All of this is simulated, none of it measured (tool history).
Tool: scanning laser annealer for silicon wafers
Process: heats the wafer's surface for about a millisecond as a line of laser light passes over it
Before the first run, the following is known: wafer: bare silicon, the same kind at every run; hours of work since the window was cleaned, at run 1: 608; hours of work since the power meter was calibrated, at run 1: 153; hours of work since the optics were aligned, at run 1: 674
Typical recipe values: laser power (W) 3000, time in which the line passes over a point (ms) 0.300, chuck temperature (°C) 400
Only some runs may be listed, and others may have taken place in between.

| run | hour | laser power (W) | time in which the line passes over a point (ms) | chuck temperature (°C) | hours of work since the window was cleaned | hours of work since the power meter was calibrated | hours of work since the optics were aligned | highest temperature of the surface (°C) |
|---|---|---|---|---|---|---|---|---|
| 1 | 0.0 | 3000 | 0.300 | 400 | 608 | 153 | 674 | 1155 |
| 2 | 13.0 | 3000 | 0.300 | 400 | 614 | 159 | 680 | 1153 |
| 3 | 22.3 | 3000 | 0.245 | 400 | 619 | 163 | 684 | 1090 |
| 4 | 28.4 | 3020 | 0.300 | 400 | 622 | 166 | 687 | 1161 |
| 5 | 38.8 | 3000 | 0.263 | 400 | 627 | 171 | 692 | 1111 |
| 6 | 47.7 | 3000 | 0.300 | 400 | 631 | 176 | 696 | 1154 |
| 7 | 57.2 | 3000 | 0.300 | 383 | 636 | 180 | 701 | 1134 |
| 8 | 62.8 | 3000 | 0.300 | 383 | 638 | 183 | 704 | 1135 |
| 9 | 70.7 | 3000 | 0.300 | 425 | 642 | 187 | 708 | 1177 |
| 10 | 81.8 | 3000 | 0.300 | 425 | 647 | 192 | 713 | 1178 |
| 11 | 91.6 | 3000 | 0.300 | 400 | 652 | 197 | 718 | 1151 |
| 12 | 103.8 | 3000 | 0.300 | 400 | 658 | 202 | 723 | 1154 |
| 13 | 112.6 | 3000 | 0.300 | 400 | 662 | 207 | 728 | 1150 |
| 14 | 119.8 | 3094 | 0.286 | 430 | 666 | 210 | 731 | 1187 |
| 15 | 130.1 | 2873 | 0.362 | 420 | 671 | 215 | 736 | 1199 |
| 16 | 143.0 | 2873 | 0.362 | 420 | 677 | 221 | 742 | 1204 |
| 17 | 149.9 | 2576 | 0.300 | 403 | 680 | 225 | 746 | 1044 |
|  | 155.9 | optics aligned, line set to its width |
| 18 | 165.3 | 3058 | 0.244 | 417 | 685 | 230 | 5 | 1112 |
| 19 | 171.1 | 2642 | 0.300 | 400 | 688 | 232 | 7 | 1059 |
| 20 | 177.5 | 2636 | 0.300 | 400 | 691 | 235 | 10 | 1054 |
| 21 | 188.9 | 3142 | 0.300 | 402 | 696 | 241 | 16 | 1181 |
|  | 198.7 | optics aligned, line set to its width, once more |
| 22 | 201.1 | 3142 | 0.300 | 402 | 700 | 244 | 1 | 1191 |
| 23 | 214.2 | 3208 | 0.374 | 402 | 706 | 251 | 7 | 1289 |
| 24 | 226.7 | 3000 | 0.233 | 430 | 712 | 257 | 13 | 1105 |
| 25 | 236.9 | 2886 | 0.300 | 380 | 717 | 262 | 18 | 1104 |
| 26 | 245.6 | 2886 | 0.300 | 380 | 721 | 266 | 23 | 1102 |

Forecast each of these 4 alternatives for the next run:
| A | 253.8 | 2839 | 0.300 | 422 | 725 | 270 | 26 | ? |
| B | 253.8 | 2744 | 0.300 | 371 | 725 | 270 | 26 | ? |
| C | 253.8 | 3139 | 0.231 | 380 | 725 | 270 | 26 | ? |
| D | 253.8 | 3220 | 0.223 | 380 | 725 | 270 | 26 | ? |

| run | highest temperature of the surface (°C) |
|---|---|
| A | 1133 |
| B | 1056 |
| C | 1083 |
| D | 1087 |
Stripped of hidden state, with their random variation kept, the same runs would have yielded:
| run | highest temperature of the surface (°C) |
|---|---|
| A | 1166 |
| B | 1088 |
| C | 1115 |
| D | 1120 |

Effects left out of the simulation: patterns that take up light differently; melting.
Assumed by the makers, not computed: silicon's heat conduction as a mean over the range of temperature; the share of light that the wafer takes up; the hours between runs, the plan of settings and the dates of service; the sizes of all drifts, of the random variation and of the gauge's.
